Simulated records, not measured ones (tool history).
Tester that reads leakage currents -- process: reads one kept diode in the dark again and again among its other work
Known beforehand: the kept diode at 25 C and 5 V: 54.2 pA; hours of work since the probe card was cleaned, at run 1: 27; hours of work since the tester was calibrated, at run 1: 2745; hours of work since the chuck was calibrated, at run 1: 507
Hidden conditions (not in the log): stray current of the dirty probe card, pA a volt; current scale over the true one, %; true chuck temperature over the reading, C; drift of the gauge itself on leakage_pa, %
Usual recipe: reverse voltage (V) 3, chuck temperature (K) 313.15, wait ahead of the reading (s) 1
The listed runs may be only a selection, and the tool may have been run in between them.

| run | day | reverse voltage (V) | chuck temperature (K) | wait ahead of the reading (s) | hours of work since the probe card was cleaned | hours of work since the tester was calibrated | hours of work since the chuck was calibrated | current that the tester gives (pA) |
|---|---|---|---|---|---|---|---|---|
| 1 | 0 | 3 | 313.15 | 1 | 27 | 2745 | 507 | 154.59 |
| 2 | 7.692 | 3 | 313.15 | 1 | 140 | 2858 | 620 | 153.08 |
| 3 | 14.521 | 3 | 313.15 | 1 | 240 | 2958 | 720 | 151.77 |
| 4 | 19.804 | 3 | 313.15 | 1 | 317 | 3035 | 797 | 150.45 |
| 5 | 25.454 | 3 | 313.15 | 1 | 400 | 3118 | 880 | 149.89 |
| 6 | 32.312 | 3 | 313.15 | 1 | 501 | 3219 | 981 | 149.66 |
| 7 | 42.296 | 3 | 313.15 | 1 | 647 | 3365 | 1127 | 147.88 |
| 8 | 51.821 | 3 | 313.15 | 1 | 787 | 3505 | 1267 | 145.8 |
| 9 | 56.525 | 3 | 297.15 | 1 | 856 | 3574 | 1336 | 33.51 |
| 10 | 61.871 | 3 | 317.15 | 0.8 | 934 | 3652 | 1414 | 204.46 |
| 11 | 67.004 | 4.03 | 313.15 | 1 | 1009 | 3728 | 1490 | 170.67 |
| 12 | 76.992 | 4.03 | 313.15 | 1 | 1156 | 3874 | 1636 | 168.69 |
| 13 | 83.717 | 19.61 | 303.15 | 1 | 1255 | 3973 | 1735 | 175.9 |

What if the next run were any one of these 5? Each begins from the tool's condition after run 13:
| A | 89.808 | 3 | 316.15 | 1.25 | 1344 | 4062 | 1824 | ? |
| B | 89.808 | 15.01 | 313.15 | 1 | 1344 | 4062 | 1824 | ? |
| C | 89.808 | 15.45 | 296.15 | 4.67 | 1344 | 4062 | 1824 | ? |
| D | 89.808 | 12.73 | 301.15 | 0.97 | 1344 | 4062 | 1824 | ? |
| E | 89.808 | 3.72 | 315.15 | 0.66 | 1344 | 4062 | 1824 | ? |

| run | current that the tester gives (pA) |
|---|---|
| A | 181.34 |
| B | 362.55 |
| C | 79.37 |
| D | 113.04 |
| E | 189.68 |
The same runs, with their run-to-run variation unchanged, on a tool lacking any hidden condition would have given:
| run | current that the tester gives (pA) |
|---|---|
| A | 207.84 |
| B | 412.47 |
| C | 86.34 |
| D | 126.26 |
| E | 217.27 |
